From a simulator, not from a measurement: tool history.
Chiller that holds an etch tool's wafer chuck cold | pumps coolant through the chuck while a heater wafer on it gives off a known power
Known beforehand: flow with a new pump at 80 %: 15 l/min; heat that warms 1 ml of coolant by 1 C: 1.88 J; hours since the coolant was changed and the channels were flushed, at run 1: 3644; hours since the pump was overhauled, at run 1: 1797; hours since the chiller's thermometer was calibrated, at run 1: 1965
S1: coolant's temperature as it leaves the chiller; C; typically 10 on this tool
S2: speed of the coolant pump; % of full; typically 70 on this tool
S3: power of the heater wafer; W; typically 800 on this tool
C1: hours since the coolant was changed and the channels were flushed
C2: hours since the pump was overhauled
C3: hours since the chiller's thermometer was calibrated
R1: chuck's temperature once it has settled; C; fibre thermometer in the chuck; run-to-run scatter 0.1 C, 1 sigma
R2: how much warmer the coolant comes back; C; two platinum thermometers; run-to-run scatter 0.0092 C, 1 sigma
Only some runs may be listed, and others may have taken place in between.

Run 1, hour 0: usual settings; C1 3644; C2 1797; C3 1965. Result: R1 19.9 C, R2 1.97 C.
Run 2, hour 56: usual settings but S2 98 % of full; C1 3700; C2 1853; C3 2021. Result: R1 17.6 C, R2 1.416 C.
Run 3, hour 99.1: usual settings but S2 98 % of full; C1 3743; C2 1896; C3 2064. Result: R1 17.5 C, R2 1.436 C.
Run 4, hour 127: usual settings but S1 2 C, S2 98 % of full; C1 3771; C2 1924; C3 2092. Result: R1 9.5 C, R2 1.415 C.
Run 5, hour 167.1: usual settings; C1 3811; C2 1964; C3 2132. Result: R1 20.1 C, R2 1.967 C.
At hour 175.6: coolant pump overhauled.
Run 6, hour 202.4: usual settings; C1 3842; C2 27; C3 2162. Result: R1 20.1 C, R2 1.994 C.
Run 7, hour 257.3: usual settings; C1 3897; C2 82; C3 2217. Result: R1 20 C, R2 1.989 C.
Run 8, hour 313.1: usual settings but S1 1 C, S3 977 W; C1 3952; C2 138; C3 2273. Result: R1 13.5 C, R2 2.433 C.
Run 9, hour 341.2: usual settings but S1 1 C, S3 554 W; C1 3981; C2 166; C3 2301. Result: R1 8.3 C, R2 1.372 C.
Run 10, hour 367.9: usual settings but S1 1 C, S3 554 W; C1 4007; C2 192; C3 2328. Result: R1 8.1 C, R2 1.36 C.
Run 11, hour 402.2: usual settings but S1 18 C, S2 64 % of full, S3 770 W; C1 4041; C2 227; C3 2362. Result: R1 28.8 C, R2 2.085 C.
Run 12, hour 439.1: usual settings but S1 18 C, S2 64 % of full, S3 770 W; C1 4078; C2 263; C3 2399. Result: R1 28.7 C, R2 2.094 C.
Run 13, hour 483.1: usual settings but S2 81 % of full, S3 975 W; C1 4122; C2 308; C3 2443. Result: R1 20.9 C, R2 2.111 C.

Some steps in R1 between neighbouring runs. How much of each would the tool show without its hidden state too (settings, what came in, random variation), and how much is left for the hidden state, with any gauge scatter that isn't in both results?
Hidden state at play: heat passed by the chuck's channels, % of clean ones'; flow at a given pump speed, % of a new pump's; coolant's true temperature over the reading, C; drift of the gauge itself on chuck_c, C; drift of the gauge itself on warmer_back_c, C.
Run 8 -> 9: S3 977 -> 554. R1 -5.2 C: hidden state -0.8, all else -4.4.
Run 10 -> 11: S1 1 -> 18, S2 70 -> 64, S3 554 -> 770. R1 +20.7 C: hidden state +0.6, all else +20.1.

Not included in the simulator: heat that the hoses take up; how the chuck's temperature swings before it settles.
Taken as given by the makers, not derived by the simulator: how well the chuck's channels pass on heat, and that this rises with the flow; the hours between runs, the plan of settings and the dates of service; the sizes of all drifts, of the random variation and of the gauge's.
